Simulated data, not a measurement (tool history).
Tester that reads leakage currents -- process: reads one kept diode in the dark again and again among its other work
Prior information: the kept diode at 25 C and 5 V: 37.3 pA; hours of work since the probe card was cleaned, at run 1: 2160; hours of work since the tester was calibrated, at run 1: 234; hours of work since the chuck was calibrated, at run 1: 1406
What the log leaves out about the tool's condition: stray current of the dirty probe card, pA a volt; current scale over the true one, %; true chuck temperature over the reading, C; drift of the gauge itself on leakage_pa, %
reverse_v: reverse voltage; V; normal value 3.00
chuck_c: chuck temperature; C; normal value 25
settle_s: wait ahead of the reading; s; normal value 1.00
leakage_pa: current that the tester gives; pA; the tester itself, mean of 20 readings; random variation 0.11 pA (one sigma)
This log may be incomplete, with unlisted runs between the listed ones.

run	hour	reverse_v	chuck_c	settle_s	hours of work since the probe card was cleaned	hours of work since the tester was calibrated	hours of work since the chuck was calibrated	leakage_pa
1	0.0	3.00	25	1.00	2160	234	1406	31.18
2	28.2	3.00	25	1.22	2174	248	1420	31.03
3	66.0	3.00	25	2.34	2192	266	1439	31.32
4	103.0	3.00	25	2.34	2211	284	1457	31.07
5	128.4	3.00	25	2.34	2223	296	1469	31.26
6	148.8	3.00	25	1.00	2233	306	1479	31.16
7	175.1	3.00	57	1.00	2246	319	1492	255.37
8	195.7	9.74	22	1.00	2256	329	1502	39.12
9	225.5	9.74	27	2.36	2270	344	1516	55.74
10	260.9	1.36	24	0.53	2288	361	1534	21.75
11	284.2	11.04	28	4.79	2299	372	1545	62.11

Predict each of these 5 candidate next runs independently; none follows another, all start after run 11:
A	319.2	2.54	24	5.05	2316	390	1562	?
B	319.2	11.04	23	7.59	2316	390	1562	?
C	319.2	1.61	25	1.00	2316	390	1562	?
D	319.2	8.65	28	0.32	2316	390	1562	?
E	319.2	9.18	44	0.93	2316	390	1562	?

run	leakage_pa
A	27.24
B	43.14
C	25.10
D	58.92
E	172.17
Stripped of hidden state, with their random variation kept, the same runs would have yielded:
run	leakage_pa
A	27.24
B	43.13
C	25.10
D	58.92
E	172.19

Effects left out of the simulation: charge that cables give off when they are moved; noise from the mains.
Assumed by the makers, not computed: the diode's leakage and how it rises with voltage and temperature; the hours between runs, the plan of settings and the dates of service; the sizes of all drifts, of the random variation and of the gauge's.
